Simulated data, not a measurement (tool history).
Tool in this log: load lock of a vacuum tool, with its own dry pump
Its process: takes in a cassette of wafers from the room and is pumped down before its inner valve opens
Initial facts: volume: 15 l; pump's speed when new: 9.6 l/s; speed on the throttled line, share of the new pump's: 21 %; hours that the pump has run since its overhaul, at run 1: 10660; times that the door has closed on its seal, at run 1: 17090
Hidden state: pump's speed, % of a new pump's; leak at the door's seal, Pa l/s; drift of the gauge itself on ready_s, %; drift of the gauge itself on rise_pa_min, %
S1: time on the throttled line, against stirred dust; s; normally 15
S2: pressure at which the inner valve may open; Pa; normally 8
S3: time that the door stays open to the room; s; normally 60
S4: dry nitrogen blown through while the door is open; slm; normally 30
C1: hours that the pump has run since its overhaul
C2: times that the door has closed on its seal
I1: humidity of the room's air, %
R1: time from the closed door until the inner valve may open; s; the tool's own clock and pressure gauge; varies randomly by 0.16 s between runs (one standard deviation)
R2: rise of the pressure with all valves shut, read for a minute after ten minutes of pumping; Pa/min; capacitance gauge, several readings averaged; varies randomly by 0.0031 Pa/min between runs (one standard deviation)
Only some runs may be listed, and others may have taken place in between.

run    hour  S1  S2   S3  S4     C1     C2    I1    R1     R2
  1     0.0  15   8   60  30  10660  17090  45.4  27.7  0.080
  2   236.1  15   8   60  30  10897  17637  46.5  27.2  0.082
  3   351.1  15   8   60  30  11012  17903  45.9  27.5  0.080
  4   525.7  15   8   60  30  11186  18306  43.0  27.2  0.085
  5   669.2  15   8   60  30  11330  18638  46.5  27.6  0.079
  6   795.2  15   8   60  30  11456  18930  42.6  27.7  0.084
  7   908.1  15   8   60  30  11569  19191  41.6  27.7  0.087
  8  1042.9  15   8   60  30  11703  19503  46.7  27.5  0.092
  9  1278.3  15   8   60  30  11939  20047  44.1  27.5  0.089
 10  1526.0  15   8   60  30  12186  20620  45.3  27.5  0.092
 11  1695.1  15   6  152   7  12356  21012  43.3  28.2  0.169
 12  1833.5  15   6  152   7  12494  21332  44.1  28.4  0.174
 13  1994.0  15  10   55  30  12654  21703  43.5  27.2  0.096
 14  2241.2  15  10   33  30  12902  22275  42.8  27.2  0.083
 15  2487.5  22   6   60   5  13148  22845  42.8  33.9  0.142
 16  2619.4  15   8   69  11  13280  23150  43.3  27.5  0.131
 17  2841.7  15   8   60  30  13502  23664  46.5  27.9  0.104
 18  3003.8  15   8   26  30  13664  24039  44.8  27.9  0.088
 19  3257.0  11   8   60   6  13917  24625  45.6  24.4  0.143
 20  3476.4  15   8   60  22  14137  25133  46.6  27.8  0.121

Branching from run 20: 3 alternative next runs. What would each branch give?
  A  3609.4  15   8  46  30  14270  25440  45.9   ?   ?
  B  3609.4  17   8  60  22  14270  25440  43.9   ?   ?
  C  3609.4  16   8  60  22  14270  25440  42.5   ?   ?

run    R1     R2
  A  27.7  0.101
  B  29.4  0.114
  C  28.6  0.111
Without the tool's unlogged condition, the same runs would have read:
run    R1     R2
  A  26.7  0.052
  B  28.4  0.065
  C  27.6  0.062
